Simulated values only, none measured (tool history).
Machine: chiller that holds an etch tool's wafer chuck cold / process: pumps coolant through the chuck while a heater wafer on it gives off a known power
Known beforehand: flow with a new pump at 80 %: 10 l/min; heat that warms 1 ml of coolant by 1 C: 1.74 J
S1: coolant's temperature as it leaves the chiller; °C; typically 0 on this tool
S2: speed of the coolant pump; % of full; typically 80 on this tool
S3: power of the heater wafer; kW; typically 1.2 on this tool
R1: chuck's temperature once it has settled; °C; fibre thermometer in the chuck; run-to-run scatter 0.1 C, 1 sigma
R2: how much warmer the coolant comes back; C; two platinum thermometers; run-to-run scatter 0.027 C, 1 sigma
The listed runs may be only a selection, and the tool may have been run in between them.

{"run": 1, "hour": 0.0, "S1": 0, "S2": 80, "S3": 1.2, "R1": 9.8, "R2": 4.17}
{"run": 2, "hour": 97.1, "S1": 0, "S2": 80, "S3": 1.2, "R1": 9.8, "R2": 4.12}
{"run": 3, "hour": 208.2, "S1": 0, "S2": 80, "S3": 1.2, "R1": 9.8, "R2": 4.14}
{"hour": 270.5, "done": "chiller's thermometer calibrated"}
{"run": 4, "hour": 297.4, "S1": 0, "S2": 80, "S3": 1.19, "R1": 9.7, "R2": 4.12}
{"run": 5, "hour": 402.9, "S1": 0, "S2": 80, "S3": 1.258, "R1": 10.1, "R2": 4.32}
{"run": 6, "hour": 481.5, "S1": 0, "S2": 80, "S3": 1.258, "R1": 10.4, "R2": 4.36}
{"run": 7, "hour": 565.6, "S1": 0, "S2": 80, "S3": 1.258, "R1": 10.2, "R2": 4.36}
{"run": 8, "hour": 634.2, "S1": 0, "S2": 80, "S3": 1.225, "R1": 10, "R2": 4.14}
{"run": 9, "hour": 709.1, "S1": 0, "S2": 80, "S3": 1.225, "R1": 10.2, "R2": 4.2}
{"run": 10, "hour": 845.4, "S1": 0, "S2": 80, "S3": 1.225, "R1": 9.9, "R2": 4.21}
{"run": 11, "hour": 936.2, "S1": 0, "S2": 80, "S3": 1.2, "R1": 9.9, "R2": 4.17}
{"run": 12, "hour": 1088.7, "S1": -3, "S2": 80, "S3": 1.2, "R1": 6.9, "R2": 4.21}
{"run": 13, "hour": 1202.6, "S1": 0, "S2": 80, "S3": 1.6, "R1": 13.2, "R2": 5.51}
{"run": 14, "hour": 1349.1, "S1": 0, "S2": 63, "S3": 1.2, "R1": 11.9, "R2": 5.3}
{"run": 15, "hour": 1415.6, "S1": 0, "S2": 93, "S3": 0.78, "R1": 5.5, "R2": 2.3}

What will run 16 give?
{"run": 16, "hour": 1511.6, "S1": 1, "S2": 93, "S3": 1.185, "R1": "?", "R2": "?"}

{"run 16": {"R1": 9.7, "R2": 3.49}}
Minus the tool's unlogged condition, the same run would have read R1 9.7 °C, R2 3.48 C.
